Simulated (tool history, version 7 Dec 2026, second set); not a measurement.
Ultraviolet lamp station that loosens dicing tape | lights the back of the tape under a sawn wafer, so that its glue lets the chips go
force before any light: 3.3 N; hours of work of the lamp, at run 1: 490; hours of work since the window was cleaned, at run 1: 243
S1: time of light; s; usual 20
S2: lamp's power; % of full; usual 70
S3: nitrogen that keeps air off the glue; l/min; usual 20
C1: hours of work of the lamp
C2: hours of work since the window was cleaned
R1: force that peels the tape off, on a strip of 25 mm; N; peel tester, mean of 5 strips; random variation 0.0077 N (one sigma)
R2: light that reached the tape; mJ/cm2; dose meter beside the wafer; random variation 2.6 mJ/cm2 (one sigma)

run	hour	S1	S2	S3	C1	C2	R1	R2
1	0	20	70	20	490	243	0.509	247
2	21.7	20	70	20	503	256	0.508	243
3	33.7	20	70	20	510	263	0.503	244
4	49.3	20	67	20	520	273	0.548	229
5	63.3	16	67	20	529	281	0.779	184
6	78.5	16	67	20	538	291	0.806	182
# hour 86.6: window cleaned of glue's vapour
7	91	20	70	7	545	3	0.993	235
8	105	20	70	18	554	11	0.579	234
9	125.5	37	70	20	567	24	0.176	429
10	143.9	20	70	20	578	35	0.574	234
11	158.4	14	70	20	587	44	0.926	162
12	170.1	14	70	20	594	51	0.951	161
13	179.2	14	70	20	600	57	0.973	162
# hour 183.4: window cleaned of glue's vapour, once more
14	198	14	70	20	611	9	0.883	176
15	210.1	38	70	20	618	16	0.15	469
16	228.2	33	70	20	629	28	0.195	399
17	248.9	20	80	20	642	40	0.422	280
18	261.9	39	80	20	650	48	0.115	530
# hour 277.5: lamp changed
19	281.4	39	80	11	2	60	0.106	727
20	300.2	19	70	20	14	71	0.354	305
21	313.4	20	70	20	22	79	0.3	322
22	325	29	70	20	29	86	0.144	462
23	342.3	21	70	10	40	97	0.482	333
24	355	11	64	7	48	105	1.466	159
25	372	24	70	18	58	115	0.236	381
26	381	24	63	6	64	121	0.687	333
27	400.6	35	92	20	76	133	0.096	718
28	409.5	18	92	17	81	138	0.268	369
29	422.4	27	84	8	89	146	0.263	502
30	433.5	25	90	20	96	153	0.136	495
31	444.5	23	89	23	103	160	0.141	449
32	456.4	23	90	11	110	167	0.273	445
33	476.8	23	67	11	122	180	0.457	332
34	495.3	23	67	11	134	191	0.446	327
35	508.5	20	61	7	142	199	0.883	259
36	528.5	13	81	20	154	211	0.605	222
37	547.2	33	92	29	166	223	0.085	638
38	559.2	33	92	29	173	230	0.087	629
39	580.5	20	62	9	186	243	0.8	254
40	590.3	11	76	36	192	249	0.632	172
41	607.7	29	75	19	203	260	0.179	446
42	627.9	29	75	19	215	273	0.182	442
43	644.9	29	75	19	226	283	0.174	440

Forecast each of these 3 alternatives for the next run:
A	664.6	21	75	19	238	295	?	?
B	664.6	20	70	7	238	295	?	?
C	664.6	20	85	20	238	295	?	?

run	R1	R2
A	0.325	316
B	0.837	276
C	0.28	334
Without the tool's hidden state the same runs would have given:
run	R1	R2
A	0.23	377
B	0.65	329
C	0.197	399
